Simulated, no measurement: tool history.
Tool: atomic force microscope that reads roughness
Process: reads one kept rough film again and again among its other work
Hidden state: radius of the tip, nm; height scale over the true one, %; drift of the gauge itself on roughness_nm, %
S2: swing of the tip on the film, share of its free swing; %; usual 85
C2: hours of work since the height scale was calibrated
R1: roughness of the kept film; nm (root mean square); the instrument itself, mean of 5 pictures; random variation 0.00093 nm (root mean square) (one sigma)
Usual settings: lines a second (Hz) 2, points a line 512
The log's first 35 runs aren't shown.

Run 36, hour 1388.3: usual settings but S2 58 %; pictures with this tip 363; C2 2440. Result: R1 1.0101 nm (root mean square).
At hour 1397.8: new tip fitted.
Run 37, hour 1416.7: usual settings but S2 58 %; pictures with this tip 25; C2 2459. Result: R1 1.0237 nm (root mean square).
Run 38, hour 1450.9: usual settings but lines a second (Hz) 3.97, S2 88 %, points a line 587; pictures with this tip 71; C2 2483. Result: R1 0.8271 nm (root mean square).
Run 39, hour 1493.2: usual settings but lines a second (Hz) 3.97, S2 88 %, points a line 587; pictures with this tip 127; C2 2513. Result: R1 0.8261 nm (root mean square).
Run 40, hour 1538.9: usual settings but lines a second (Hz) 3.97, S2 88 %, points a line 587; pictures with this tip 188; C2 2545. Result: R1 0.8249 nm (root mean square).
Run 41, hour 1564.2: usual settings but lines a second (Hz) 2.56, points a line 289; pictures with this tip 222; C2 2563. Result: R1 0.9054 nm (root mean square).
Run 42, hour 1597: usual settings but lines a second (Hz) 1.92, points a line 748; pictures with this tip 265; C2 2586. Result: R1 0.9371 nm (root mean square).
Run 43, hour 1638.6: usual settings but lines a second (Hz) 1.92, S2 70 %, points a line 918; pictures with this tip 321; C2 2615. Result: R1 0.9879 nm (root mean square).
At hour 1678.2: new tip fitted.
Run 44, hour 1699: usual settings but lines a second (Hz) 1.92, S2 70 %, points a line 918; pictures with this tip 28; C2 2657. Result: R1 1.0037 nm (root mean square).
Run 45, hour 1744: usual settings but lines a second (Hz) 1.92, S2 70 %, points a line 918; pictures with this tip 88; C2 2688. Result: R1 0.999 nm (root mean square).
Run 46, hour 1782.4: usual settings but lines a second (Hz) 1.92, S2 70 %, points a line 918; pictures with this tip 139; C2 2715. Result: R1 0.9998 nm (root mean square).
Run 47, hour 1808.5: usual settings but lines a second (Hz) 1.1; pictures with this tip 173; C2 2733. Result: R1 0.9827 nm (root mean square).
Run 48, hour 1867: usual settings but S2 88 %, points a line 387; pictures with this tip 251; C2 2774. Result: R1 0.919 nm (root mean square).
Run 49, hour 1913.4: usual settings but S2 88 %, points a line 387; pictures with this tip 313; C2 2807. Result: R1 0.9186 nm (root mean square).
At hour 1956.7: new tip fitted.
Run 50, hour 1956.7: usual settings but lines a second (Hz) 2.39, S2 90 %; pictures with this tip 0; C2 2837. Result: R1 0.8976 nm (root mean square).
Run 51, hour 1990.4: usual settings but lines a second (Hz) 0.99, S2 70 %, points a line 296; pictures with this tip 45; C2 2861. Result: R1 1.0242 nm (root mean square).
Run 52, hour 2034: usual settings but lines a second (Hz) 1, S2 64 %, points a line 880; pictures with this tip 103; C2 2891. Result: R1 1.033 nm (root mean square).

4 ways to go on from here, each from the tool as it stands after run 52. What would each give?
Run A, hour 2067.3: usual settings but lines a second (Hz) 1.56, S2 70 %, points a line 574; pictures with this tip 147; C2 2914. Result: R1 ?.
Run B, hour 2067.3: usual settings but points a line 477; pictures with this tip 147; C2 2914. Result: R1 ?.
Run C, hour 2067.3: usual settings but points a line 301; pictures with this tip 147; C2 2914. Result: R1 ?.
Run D, hour 2067.3: usual settings but lines a second (Hz) 2.41, S2 68 %, points a line 559; pictures with this tip 147; C2 2914. Result: R1 ?.

run      R1
  A  1.0079
  B  0.9403
  C  0.9373
  D  0.9932
Without the tool's hidden state the same runs would have given:
run      R1
  A   0.989
  B  0.9226
  C  0.9197
  D  0.9745
